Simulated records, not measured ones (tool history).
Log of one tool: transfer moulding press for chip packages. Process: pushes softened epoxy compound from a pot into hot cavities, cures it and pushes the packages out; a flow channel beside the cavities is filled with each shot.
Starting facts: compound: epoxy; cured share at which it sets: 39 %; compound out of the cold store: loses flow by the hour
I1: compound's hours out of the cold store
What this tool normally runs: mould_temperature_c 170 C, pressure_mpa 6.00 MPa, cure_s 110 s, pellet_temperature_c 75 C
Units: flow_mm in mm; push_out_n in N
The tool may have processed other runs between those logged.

{"run": 1, "hour": 0.0, "mould_temperature_c": 170, "pressure_mpa": 6.0, "cure_s": 110, "pellet_temperature_c": 75, "I1": 8.6, "flow_mm": 545, "push_out_n": 498}
{"run": 2, "hour": 9.4, "mould_temperature_c": 170, "pressure_mpa": 6.0, "cure_s": 110, "pellet_temperature_c": 75, "I1": 19.5, "flow_mm": 533, "push_out_n": 533}
{"run": 3, "hour": 14.5, "mould_temperature_c": 170, "pressure_mpa": 6.0, "cure_s": 110, "pellet_temperature_c": 75, "I1": 19.4, "flow_mm": 532, "push_out_n": 487}
{"run": 4, "hour": 22.3, "mould_temperature_c": 170, "pressure_mpa": 6.0, "cure_s": 110, "pellet_temperature_c": 75, "I1": 15.9, "flow_mm": 537, "push_out_n": 513}
{"run": 5, "hour": 28.6, "mould_temperature_c": 170, "pressure_mpa": 6.0, "cure_s": 110, "pellet_temperature_c": 75, "I1": 25.2, "flow_mm": 529, "push_out_n": 501}
{"run": 6, "hour": 34.9, "mould_temperature_c": 170, "pressure_mpa": 6.0, "cure_s": 110, "pellet_temperature_c": 75, "I1": 14.8, "flow_mm": 540, "push_out_n": 504}
{"hour": 43.1, "done": "cavities cleaned with cleaning compound and waxed"}
{"run": 7, "hour": 43.6, "mould_temperature_c": 170, "pressure_mpa": 6.0, "cure_s": 110, "pellet_temperature_c": 75, "I1": 20.8, "flow_mm": 529, "push_out_n": 495}

Expected results for the next run?
{"run": 8, "hour": 52.9, "mould_temperature_c": 167, "pressure_mpa": 6.04, "cure_s": 110, "pellet_temperature_c": 75, "I1": 35.6, "flow_mm": "?", "push_out_n": "?"}

{"run 8": {"flow_mm": 527, "push_out_n": 588}}
With no hidden state in the tool, this same run would have given flow_mm 527 mm, push_out_n 586 N.
